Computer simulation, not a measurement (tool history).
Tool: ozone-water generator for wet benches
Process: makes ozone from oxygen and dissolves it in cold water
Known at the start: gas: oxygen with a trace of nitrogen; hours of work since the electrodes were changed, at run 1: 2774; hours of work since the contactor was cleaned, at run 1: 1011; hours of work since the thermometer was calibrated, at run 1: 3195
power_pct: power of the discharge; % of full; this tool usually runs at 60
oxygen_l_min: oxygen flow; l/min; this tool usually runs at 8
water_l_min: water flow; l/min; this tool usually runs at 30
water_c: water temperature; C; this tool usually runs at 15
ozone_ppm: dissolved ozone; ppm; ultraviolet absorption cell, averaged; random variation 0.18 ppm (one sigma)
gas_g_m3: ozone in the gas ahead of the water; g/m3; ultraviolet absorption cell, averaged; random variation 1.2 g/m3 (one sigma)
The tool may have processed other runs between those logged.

| run | day | power_pct | oxygen_l_min | water_l_min | water_c | hours of work since the electrodes were changed | hours of work since the contactor was cleaned | hours of work since the thermometer was calibrated | ozone_ppm | gas_g_m3 |
|---|---|---|---|---|---|---|---|---|---|---|
| 1 | 0 | 60 | 8 | 30 | 15 | 2774 | 1011 | 3195 | 22.5 | 200.5 |
| 2 | 3.5 | 60 | 11.36 | 30 | 15 | 2839 | 1076 | 3260 | 22.9 | 172 |
| 3 | 7.558 | 60 | 11.36 | 30 | 15 | 2915 | 1151 | 3335 | 22.9 | 171.2 |
| 4 | 12.071 | 60 | 11.36 | 33 | 15 | 2999 | 1235 | 3419 | 21.3 | 170.9 |
| 5 | 15.55 | 60 | 11.36 | 33 | 15 | 3063 | 1300 | 3484 | 21.3 | 169.2 |
| 6 | 19.825 | 60 | 11.36 | 33 | 15 | 3143 | 1379 | 3563 | 21.5 | 170.4 |
| 7 | 25.862 | 60 | 11.36 | 33 | 15 | 3255 | 1491 | 3675 | 21.1 | 167 |
| 8 | 30.133 | 60 | 8 | 30 | 15 | 3334 | 1571 | 3755 | 21.6 | 195.2 |
| 9 | 34.217 | 60 | 10.25 | 30 | 15 | 3410 | 1646 | 3830 | 22.4 | 173.8 |
| 10 | 37.996 | 60 | 8 | 30 | 15 | 3480 | 1717 | 3901 | 21.6 | 194.7 |
|  | 38.667 | contactor cleaned |
| 11 | 41.783 | 60 | 8 | 27 | 15 | 3547 | 58 | 3968 | 23.1 | 192.3 |
| 12 | 44.404 | 60 | 8 | 30 | 15 | 3596 | 107 | 4017 | 21 | 191.8 |
| 13 | 47.708 | 60 | 8 | 30 | 15 | 3657 | 168 | 4078 | 21.1 | 190.6 |
|  | 48.558 | contactor cleaned, once more |
| 14 | 51.421 | 60 | 8 | 30 | 15 | 3723 | 53 | 4144 | 21.6 | 192.5 |
| 15 | 55.925 | 60 | 8 | 30 | 15 | 3807 | 137 | 4227 | 21.7 | 191.2 |
| 16 | 58.892 | 60 | 8 | 30 | 20 | 3862 | 192 | 4283 | 20.1 | 189.4 |
| 17 | 64.425 | 60 | 8 | 30 | 15 | 3965 | 295 | 4385 | 21.5 | 188.6 |
| 18 | 67.421 | 60 | 4.16 | 24 | 15 | 4020 | 350 | 4441 | 22.9 | 252.1 |
| 19 | 70.65 | 60 | 4.16 | 24 | 15 | 4080 | 410 | 4501 | 22.2 | 251.3 |
| 20 | 74.658 | 60 | 4.16 | 24 | 15 | 4155 | 485 | 4575 | 22.5 | 248.5 |
| 21 | 79.85 | 96 | 8.1 | 45 | 17 | 4251 | 581 | 4672 | 18.7 | 237.4 |
| 22 | 85.629 | 96 | 8.1 | 45 | 17 | 4358 | 688 | 4779 | 18.5 | 236.5 |
| 23 | 89.929 | 60 | 8 | 23 | 15 | 4438 | 768 | 4859 | 24.7 | 185.2 |
| 24 | 94.458 | 60 | 8 | 23 | 15 | 4522 | 852 | 4943 | 24.6 | 184.8 |
| 25 | 97.946 | 60 | 4.34 | 23 | 7 | 4587 | 917 | 5008 | 24.6 | 238.9 |
|  | 100.021 | water thermometer calibrated |
| 26 | 100.933 | 60 | 12.4 | 38 | 19 | 4642 | 972 | 17 | 17 | 150.8 |
| 27 | 104.721 | 84 | 8 | 30 | 17 | 4713 | 1043 | 87 | 23.3 | 213.7 |
| 28 | 108.817 | 70 | 11.39 | 37 | 10 | 4789 | 1119 | 163 | 21.3 | 168.6 |
| 29 | 113.354 | 70 | 11.39 | 37 | 10 | 4873 | 1203 | 248 | 20.6 | 166.6 |
| 30 | 116.15 | 70 | 11.39 | 37 | 10 | 4925 | 1255 | 300 | 20.7 | 165.7 |
| 31 | 118.921 | 56 | 11.23 | 37 | 10 | 4976 | 1306 | 351 | 18.5 | 148.4 |
| 32 | 123.292 | 56 | 11.23 | 37 | 10 | 5057 | 1387 | 432 | 18.4 | 148.7 |
| 33 | 127.167 | 59 | 11.23 | 37 | 7 | 5129 | 1459 | 504 | 19.7 | 151.5 |

Each row is a separate what-if for the run after 33, all from the same tool condition, not one after another. Results?
| A | 131.042 | 100 | 11.23 | 47 | 10 | 5201 | 1531 | 576 | ? | ? |
| B | 131.042 | 60 | 11.35 | 30 | 15 | 5201 | 1531 | 576 | ? | ? |
| C | 131.042 | 68 | 4.16 | 37 | 7 | 5201 | 1531 | 576 | ? | ? |
| D | 131.042 | 59 | 11.23 | 25 | 7 | 5201 | 1531 | 576 | ? | ? |

| run | ozone_ppm | gas_g_m3 |
|---|---|---|
| A | 19.9 | 195.3 |
| B | 20.3 | 153.4 |
| C | 15.9 | 247.7 |
| D | 26.1 | 150.4 |
Stripped of hidden state, with their random variation kept, the same runs would have yielded:
| run | ozone_ppm | gas_g_m3 |
|---|---|---|
| A | 28 | 269 |
| B | 26.5 | 195.6 |
| C | 21.1 | 322.4 |
| D | 33.8 | 191.6 |
